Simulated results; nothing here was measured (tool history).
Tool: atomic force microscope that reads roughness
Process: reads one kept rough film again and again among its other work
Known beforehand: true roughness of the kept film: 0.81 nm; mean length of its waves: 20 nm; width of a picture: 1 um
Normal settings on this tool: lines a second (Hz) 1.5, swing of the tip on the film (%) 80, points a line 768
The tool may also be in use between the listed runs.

| run | hour | lines a second (Hz) | swing of the tip on the film (%) | points a line | roughness of the kept film (nm (root mean square)) |
|---|---|---|---|---|---|
| 1 | 0 | 1.5 | 80 | 768 | 0.694 |
| 2 | 21.2 | 1.5 | 80 | 374 | 0.687 |
| 3 | 44 | 1.5 | 68 | 768 | 0.716 |
|  | 72.3 | new tip fitted |
| 4 | 80.4 | 1.5 | 80 | 597 | 0.705 |
| 5 | 95.4 | 1.5 | 80 | 386 | 0.694 |
| 6 | 112.6 | 1.5 | 80 | 768 | 0.698 |
| 7 | 141.1 | 0.85 | 80 | 768 | 0.728 |
| 8 | 158.8 | 1.5 | 80 | 809 | 0.7 |
| 9 | 187.2 | 1.5 | 80 | 809 | 0.708 |
| 10 | 221.2 | 1.5 | 80 | 768 | 0.708 |
|  | 233.5 | new tip fitted |
| 11 | 251.6 | 1.5 | 80 | 768 | 0.7 |
| 12 | 272.1 | 1.5 | 64 | 768 | 0.724 |
| 13 | 304.8 | 1.5 | 64 | 768 | 0.729 |
| 14 | 335.9 | 1.5 | 64 | 768 | 0.738 |
| 15 | 353.7 | 1.5 | 64 | 768 | 0.722 |
| 16 | 388.6 | 1.5 | 64 | 768 | 0.73 |
|  | 393.7 | new tip fitted |
| 17 | 408.8 | 1.5 | 64 | 768 | 0.735 |
| 18 | 436.2 | 1.32 | 72 | 1001 | 0.726 |
| 19 | 456.5 | 1.32 | 72 | 317 | 0.715 |
| 20 | 478 | 1.32 | 72 | 317 | 0.697 |
| 21 | 496.7 | 1.32 | 67 | 570 | 0.727 |
| 22 | 518.5 | 1.32 | 67 | 570 | 0.731 |
|  | 554.5 | new tip fitted |
| 23 | 554.8 | 1.36 | 67 | 570 | 0.732 |
| 24 | 591 | 1.36 | 67 | 570 | 0.721 |
| 25 | 618.9 | 1.36 | 67 | 570 | 0.724 |
| 26 | 642.6 | 1.36 | 89 | 932 | 0.691 |
| 27 | 675.4 | 3.67 | 80 | 768 | 0.653 |

Each row is a separate what-if for the run after 27, all from the same tool condition, not one after another. Results?
| A | 705.9 | 3.93 | 80 | 775 | ? |
| B | 705.9 | 3.67 | 80 | 432 | ? |
| C | 705.9 | 1.85 | 68 | 600 | ? |
| D | 705.9 | 1.37 | 88 | 550 | ? |
| E | 705.9 | 3.67 | 80 | 783 | ? |

| run | roughness of the kept film (nm (root mean square)) |
|---|---|
| A | 0.649 |
| B | 0.645 |
| C | 0.711 |
| D | 0.689 |
| E | 0.653 |
Take away the tool's hidden state, keep each run's random variation, and the runs would have read:
| run | roughness of the kept film (nm (root mean square)) |
|---|---|
| A | 0.651 |
| B | 0.647 |
| C | 0.713 |
| D | 0.691 |
| E | 0.655 |
